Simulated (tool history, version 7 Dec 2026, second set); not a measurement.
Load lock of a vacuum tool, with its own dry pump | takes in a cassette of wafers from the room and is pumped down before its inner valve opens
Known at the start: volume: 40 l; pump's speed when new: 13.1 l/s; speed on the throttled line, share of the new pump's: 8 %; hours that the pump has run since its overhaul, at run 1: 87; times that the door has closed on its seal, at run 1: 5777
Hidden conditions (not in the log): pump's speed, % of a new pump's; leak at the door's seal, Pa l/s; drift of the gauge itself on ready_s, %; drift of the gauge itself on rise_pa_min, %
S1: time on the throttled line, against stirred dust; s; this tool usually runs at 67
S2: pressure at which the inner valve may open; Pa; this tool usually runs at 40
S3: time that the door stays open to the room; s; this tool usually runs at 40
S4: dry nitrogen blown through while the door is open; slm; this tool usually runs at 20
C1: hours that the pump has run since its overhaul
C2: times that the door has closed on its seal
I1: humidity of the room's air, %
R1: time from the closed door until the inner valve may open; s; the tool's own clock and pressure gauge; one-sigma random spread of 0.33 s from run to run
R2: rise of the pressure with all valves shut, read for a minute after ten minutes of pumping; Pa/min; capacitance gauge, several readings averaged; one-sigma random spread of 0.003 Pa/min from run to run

{"run": 1, "hour": 0.0, "S1": 67, "S2": 40, "S3": 40, "S4": 20, "C1": 87, "C2": 5777, "I1": 46.8, "R1": 85.6, "R2": 0.082}
{"run": 2, "hour": 85.9, "S1": 67, "S2": 40, "S3": 40, "S4": 20, "C1": 173, "C2": 6139, "I1": 41.6, "R1": 85.7, "R2": 0.082}
{"run": 3, "hour": 147.2, "S1": 67, "S2": 40, "S3": 40, "S4": 20, "C1": 234, "C2": 6397, "I1": 43.6, "R1": 86.1, "R2": 0.089}
{"run": 4, "hour": 242.4, "S1": 67, "S2": 40, "S3": 72, "S4": 20, "C1": 329, "C2": 6799, "I1": 42.7, "R1": 85.3, "R2": 0.113}
{"run": 5, "hour": 336.2, "S1": 80, "S2": 40, "S3": 72, "S4": 20, "C1": 423, "C2": 7194, "I1": 42.9, "R1": 98.0, "R2": 0.117}
{"run": 6, "hour": 383.9, "S1": 67, "S2": 40, "S3": 40, "S4": 20, "C1": 471, "C2": 7396, "I1": 42.7, "R1": 85.1, "R2": 0.108}
{"run": 7, "hour": 436.5, "S1": 67, "S2": 40, "S3": 40, "S4": 20, "C1": 523, "C2": 7617, "I1": 44.4, "R1": 85.5, "R2": 0.106}
{"run": 8, "hour": 526.3, "S1": 67, "S2": 40, "S3": 40, "S4": 7, "C1": 613, "C2": 7996, "I1": 48.7, "R1": 85.5, "R2": 0.128}
{"run": 9, "hour": 588.3, "S1": 67, "S2": 40, "S3": 40, "S4": 7, "C1": 675, "C2": 8257, "I1": 42.8, "R1": 84.9, "R2": 0.125}
{"run": 10, "hour": 685.3, "S1": 67, "S2": 40, "S3": 40, "S4": 7, "C1": 772, "C2": 8666, "I1": 45.4, "R1": 85.1, "R2": 0.138}
{"run": 11, "hour": 757.6, "S1": 36, "S2": 40, "S3": 40, "S4": 20, "C1": 845, "C2": 8971, "I1": 46.5, "R1": 57.3, "R2": 0.131}
{"run": 12, "hour": 852.0, "S1": 36, "S2": 40, "S3": 40, "S4": 20, "C1": 939, "C2": 9369, "I1": 44.9, "R1": 57.1, "R2": 0.132}
{"run": 13, "hour": 895.8, "S1": 67, "S2": 29, "S3": 40, "S4": 20, "C1": 983, "C2": 9554, "I1": 44.6, "R1": 86.7, "R2": 0.138}
{"run": 14, "hour": 946.0, "S1": 67, "S2": 29, "S3": 40, "S4": 20, "C1": 1033, "C2": 9766, "I1": 42.3, "R1": 86.9, "R2": 0.135}
{"run": 15, "hour": 997.0, "S1": 67, "S2": 40, "S3": 40, "S4": 20, "C1": 1084, "C2": 9981, "I1": 44.2, "R1": 85.4, "R2": 0.145}
{"run": 16, "hour": 1091.1, "S1": 67, "S2": 40, "S3": 40, "S4": 20, "C1": 1178, "C2": 10378, "I1": 43.7, "R1": 85.7, "R2": 0.144}
{"run": 17, "hour": 1137.0, "S1": 67, "S2": 40, "S3": 40, "S4": 20, "C1": 1224, "C2": 10571, "I1": 45.4, "R1": 85.6, "R2": 0.152}
{"run": 18, "hour": 1224.7, "S1": 67, "S2": 40, "S3": 40, "S4": 20, "C1": 1312, "C2": 10941, "I1": 44.5, "R1": 85.8, "R2": 0.159}
{"run": 19, "hour": 1302.3, "S1": 67, "S2": 40, "S3": 40, "S4": 20, "C1": 1389, "C2": 11269, "I1": 49.2, "R1": 85.5, "R2": 0.167}
{"run": 20, "hour": 1353.1, "S1": 67, "S2": 40, "S3": 40, "S4": 20, "C1": 1440, "C2": 11483, "I1": 44.4, "R1": 85.2, "R2": 0.174}
{"run": 21, "hour": 1411.6, "S1": 117, "S2": 40, "S3": 81, "S4": 20, "C1": 1499, "C2": 11729, "I1": 43.7, "R1": 131.1, "R2": 0.192}
{"run": 22, "hour": 1509.9, "S1": 38, "S2": 40, "S3": 60, "S4": 19, "C1": 1597, "C2": 12144, "I1": 46.7, "R1": 58.4, "R2": 0.201}

Forecast run 23:
{"run": 23, "hour": 1556.8, "S1": 82, "S2": 74, "S3": 97, "S4": 20, "C1": 1644, "C2": 12342, "I1": 45.3, "R1": "?", "R2": "?"}

R1: 97.0 s
R2: 0.211 Pa/min
The same run, on a tool lacking any hidden state, would have yielded R1 97.0 s, R2 0.048 Pa/min.
